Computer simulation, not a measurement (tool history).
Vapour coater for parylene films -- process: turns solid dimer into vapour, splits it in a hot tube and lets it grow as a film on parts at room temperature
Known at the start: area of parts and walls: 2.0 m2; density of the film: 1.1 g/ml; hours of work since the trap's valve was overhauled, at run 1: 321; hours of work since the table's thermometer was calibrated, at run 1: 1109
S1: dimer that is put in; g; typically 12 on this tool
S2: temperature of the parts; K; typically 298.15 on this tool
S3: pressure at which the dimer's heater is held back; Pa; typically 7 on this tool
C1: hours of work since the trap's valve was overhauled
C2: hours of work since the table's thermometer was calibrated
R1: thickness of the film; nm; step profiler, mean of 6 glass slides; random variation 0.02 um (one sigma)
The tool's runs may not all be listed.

run,hour,S1,S2,S3,C1,C2,R1
1,0,12,298.15,7,321,1109,2600
2,38,12,298.15,7,350,1137,2610
# hour 61.1: trap's valve overhauled
3,97.5,12,298.15,7,27,1178,2800
4,157.2,12,298.15,7,72,1223,2800
5,188.2,12,298.15,7,95,1246,2780
6,244.7,12,298.15,7,137,1288,2740
7,297.6,12,298.15,7,176,1327,2750
8,331.6,12,298.15,7,201,1353,2670
9,387.6,12,298.15,2.38,243,1394,3080
10,435,12,298.15,2.38,278,1429,3050
11,487.7,12,298.15,7,318,1469,2650
12,530.9,5,298.15,7,350,1501,1100
# hour 551.2: trap's valve overhauled
13,572,12,295.15,7,16,1529,2990
14,622.7,12,298.15,7,53,1566,2790
15,665.7,12,298.15,7,85,1598,2790
16,702.5,12,298.15,7,113,1626,2750
17,729.8,12,292.15,2.41,133,1646,3650
18,755.4,12,297.15,7,152,1665,2800
19,794.6,6,305.15,2.08,181,1694,1350
20,854.7,9,298.15,7.34,226,1739,2040
21,881.3,14,294.15,7,246,1759,3440
22,915.9,14,294.15,7,272,1785,3410
23,946.7,7,306.15,5.44,294,1807,1330
24,982.8,12,295.15,7,321,1834,2830
# hour 1042.2: trap's valve overhauled
25,1043.6,11,292.15,7,1,1877,2960
26,1085.7,11,292.15,7,32,1908,3010
27,1129.2,7,307.15,4.51,65,1940,1420
28,1177.2,7,290.15,2.15,101,1976,2290
29,1211.4,12,306.15,2.89,126,2001,2570

Here are 4 independent what-if runs from the current tool condition. What would each one return?
A,1271,12,301.15,2.69,170,2046,?
B,1271,12,294.15,4.84,170,2046,?
C,1271,11,300.15,2.08,170,2046,?
D,1271,13,300.15,3.17,170,2046,?

run,R1
A,2920
B,3130
C,2850
D,3150
Without the tool's hidden state the same runs would have given:
run,R1
A,2930
B,3150
C,2860
D,3170
